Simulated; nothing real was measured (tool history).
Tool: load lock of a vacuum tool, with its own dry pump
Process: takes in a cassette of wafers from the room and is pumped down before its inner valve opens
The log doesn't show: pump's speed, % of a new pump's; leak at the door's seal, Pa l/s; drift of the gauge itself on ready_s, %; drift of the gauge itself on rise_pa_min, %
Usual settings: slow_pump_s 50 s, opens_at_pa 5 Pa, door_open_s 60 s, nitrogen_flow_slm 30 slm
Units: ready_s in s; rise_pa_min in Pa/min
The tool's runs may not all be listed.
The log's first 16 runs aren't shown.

run    hour  slow_pump_s  opens_at_pa  door_open_s  nitrogen_flow_slm  hours that the pump has run since its overhaul  times that the door has closed on its seal  incoming humidity of the room's air, %  ready_s  rise_pa_min
 17  1115.5           50            5           60                 19                                            5223                                        6166                                    47.2    103.6        0.019
 18  1201.2           50            5           60                 19                                            5308                                        6302                                    44.4    105.0        0.021
 19  1285.5           50            5           60                 30                                            5393                                        6437                                    41.7    103.8        0.016
 20  1375.3           52            6          151                 30                                            5483                                        6580                                    44.9    104.6        0.022
 21  1460.6           52            6          151                 30                                            5568                                        6716                                    44.1    103.4        0.024
 22  1559.2           50            6          116                 30                                            5666                                        6873                                    41.2    102.4        0.020
 23  1605.3           50            6          116                 29                                            5713                                        6946                                    43.7    103.4        0.021
 24  1678.7           50            6          116                 29                                            5786                                        7063                                    42.1    103.2        0.019
 25  1735.7           94            6          117                 29                                            5843                                        7154                                    46.0    137.5        0.022
 26  1809.6           94            6           98                  4                                            5917                                        7272                                    44.2    137.6        0.042
 27  1875.3           94            6           31                 11                                            5983                                        7377                                    42.8    137.4        0.022
 28  1943.0           37            5          103                 16                                            6050                                        7485                                    46.0     93.8        0.035
 29  2008.0           37            5           68                  5                                            6115                                        7588                                    42.3     94.9        0.032
 30  2108.4           50            8           60                 24                                            6216                                        7748                                    45.3    101.2        0.018
 31  2164.8           50            8           60                 24                                            6272                                        7838                                    45.2    101.7        0.022
 32  2243.7           50            8           60                 24                                            6351                                        7964                                    39.3    100.8        0.022

The next listed run, before its measurement:
 33  2331.8           46            6           66                  8                                            6439                                        8104                                    43.7        ?            ?

Run 33 gave ready_s 100.3 s, rise_pa_min 0.031 Pa/min.
Without the tool's hidden state the same run would have given ready_s 100.3 s, rise_pa_min 0.031 Pa/min.

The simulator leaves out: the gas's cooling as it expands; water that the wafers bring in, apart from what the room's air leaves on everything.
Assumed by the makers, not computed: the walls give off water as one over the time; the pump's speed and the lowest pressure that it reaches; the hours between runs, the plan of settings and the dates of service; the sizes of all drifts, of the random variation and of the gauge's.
